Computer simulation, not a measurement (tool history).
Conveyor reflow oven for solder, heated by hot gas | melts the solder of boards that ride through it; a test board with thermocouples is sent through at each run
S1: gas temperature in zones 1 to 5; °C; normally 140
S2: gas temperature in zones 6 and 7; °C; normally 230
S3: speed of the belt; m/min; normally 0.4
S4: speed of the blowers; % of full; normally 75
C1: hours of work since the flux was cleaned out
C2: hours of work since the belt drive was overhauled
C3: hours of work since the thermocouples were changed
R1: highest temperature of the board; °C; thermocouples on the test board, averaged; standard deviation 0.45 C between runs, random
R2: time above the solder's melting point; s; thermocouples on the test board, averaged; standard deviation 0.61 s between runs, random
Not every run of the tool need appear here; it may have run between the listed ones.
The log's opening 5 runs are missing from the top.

Run 6, hour 194.6: usual settings; C1 288; C2 855; C3 1005. Result: R1 214.5 °C, R2 65.3 s.
Run 7, hour 235.6: usual settings; C1 307; C2 874; C3 1023. Result: R1 213.7 °C, R2 65 s.
Run 8, hour 294.2: usual settings but S1 141 °C; C1 333; C2 900; C3 1050. Result: R1 214 °C, R2 66.6 s.
Run 9, hour 349.1: usual settings; C1 358; C2 925; C3 1075. Result: R1 213.6 °C, R2 65.9 s.
Run 10, hour 393.3: usual settings but S3 0.388 m/min; C1 378; C2 945; C3 1095. Result: R1 214.6 °C, R2 68.5 s.
Run 11, hour 429.4: usual settings but S3 0.388 m/min; C1 395; C2 962; C3 1111. Result: R1 214.3 °C, R2 67.7 s.
Run 12, hour 481.6: usual settings but S1 143 °C, S3 0.388 m/min; C1 419; C2 985; C3 1135. Result: R1 214.9 °C, R2 69.4 s.
Run 13, hour 506.3: usual settings but S1 143 °C, S3 0.388 m/min; C1 430; C2 997; C3 1146. Result: R1 214.7 °C, R2 69.3 s.
Run 14, hour 549: usual settings; C1 449; C2 1016; C3 1166. Result: R1 213.2 °C, R2 63.6 s.
At hour 563.4: flux residue cleaned out of gas plates and filters.
Run 15, hour 583: usual settings but S1 147 °C; C1 9; C2 1029; C3 1179. Result: R1 218.1 °C, R2 72.2 s.
At hour 600.6: thermocouples of zones 6 and 7 changed.
Run 16, hour 623.8: usual settings but S1 132 °C, S2 232 °C; C1 27; C2 1047; C3 11. Result: R1 215.7 °C, R2 64.8 s.
Run 17, hour 672.9: usual settings but S1 132 °C, S3 0.446 m/min, S4 73 % of full; C1 49; C2 1069; C3 33. Result: R1 208.2 °C, R2 50.6 s.
Run 18, hour 714.3: usual settings but S1 143 °C, S2 218 °C, S3 0.415 m/min, S4 56 % of full; C1 68; C2 1088; C3 52. Result: R1 199.9 °C, R2 45.4 s.
Run 19, hour 739.6: usual settings but S1 143 °C, S2 218 °C, S3 0.415 m/min, S4 88 % of full; C1 79; C2 1100; C3 63. Result: R1 204 °C, R2 58 s.
Run 20, hour 777.7: usual settings but S1 143 °C, S2 218 °C, S3 0.415 m/min, S4 88 % of full; C1 97; C2 1117; C3 81. Result: R1 205.8 °C, R2 57.5 s.
Run 21, hour 815.5: usual settings but S3 0.474 m/min; C1 114; C2 1134; C3 98. Result: R1 208.7 °C, R2 50.2 s.
Run 22, hour 847.3: usual settings but S1 155 °C, S2 239 °C, S4 50 % of full; C1 128; C2 1149; C3 112. Result: R1 218.2 °C, R2 77.3 s.
Run 23, hour 904.7: usual settings but S1 155 °C, S2 239 °C, S4 50 % of full; C1 154; C2 1175; C3 138. Result: R1 217.9 °C, R2 77 s.
Run 24, hour 951.7: usual settings but S1 130 °C, S2 225 °C; C1 176; C2 1196; C3 160. Result: R1 207.6 °C, R2 54.8 s.
Run 25, hour 995.7: usual settings but S1 134 °C, S2 242 °C, S4 76 % of full; C1 196; C2 1216; C3 180. Result: R1 222.3 °C, R2 70.9 s.
Run 26, hour 1031.2: usual settings but S1 134 °C, S2 242 °C, S4 76 % of full; C1 212; C2 1232; C3 196. Result: R1 222.5 °C, R2 72.8 s.
Run 27, hour 1076.2: usual settings but S1 134 °C, S2 242 °C, S4 76 % of full; C1 232; C2 1253; C3 216. Result: R1 222.2 °C, R2 71.1 s.
Run 28, hour 1120.6: usual settings but S3 0.418 m/min, S4 89 % of full; C1 252; C2 1273; C3 236. Result: R1 214.2 °C, R2 64.7 s.
Run 29, hour 1154.6: usual settings but S1 153 °C, S2 236 °C, S3 0.418 m/min, S4 89 % of full; C1 268; C2 1288; C3 252. Result: R1 220.9 °C, R2 76.5 s.
Run 30, hour 1215.2: usual settings but S3 0.442 m/min; C1 296; C2 1316; C3 279. Result: R1 209 °C, R2 54.5 s.

Forecast each of these 5 alternatives for the next run:
Run A, hour 1244.5: usual settings but S2 238 °C, S3 0.442 m/min; C1 309; C2 1329; C3 293. Result: R1 ?, R2 ?.
Run B, hour 1244.5: usual settings but S2 245 °C; C1 309; C2 1329; C3 293. Result: R1 ?, R2 ?.
Run C, hour 1244.5: usual settings but S2 233 °C, S3 0.442 m/min, S4 60 % of full; C1 309; C2 1329; C3 293. Result: R1 ?, R2 ?.
Run D, hour 1244.5: usual settings but S2 221 °C, S3 0.392 m/min; C1 309; C2 1329; C3 293. Result: R1 ?, R2 ?.
Run E, hour 1244.5: usual settings but S2 219 °C, S3 0.442 m/min; C1 309; C2 1329; C3 293. Result: R1 ?, R2 ?.

run     R1    R2
  A  215.9  61.6
  B  225.1  76.5
  C  208.7  51.6
  D  205.1  58.1
  E  200.5  43.4
With the hidden condition removed and each run's random variation left untouched, the same runs would have given:
run     R1    R2
  A  217.8    62
  B  226.8  75.9
  C  210.3  52.5
  D  206.5  59.1
  E    202  45.2

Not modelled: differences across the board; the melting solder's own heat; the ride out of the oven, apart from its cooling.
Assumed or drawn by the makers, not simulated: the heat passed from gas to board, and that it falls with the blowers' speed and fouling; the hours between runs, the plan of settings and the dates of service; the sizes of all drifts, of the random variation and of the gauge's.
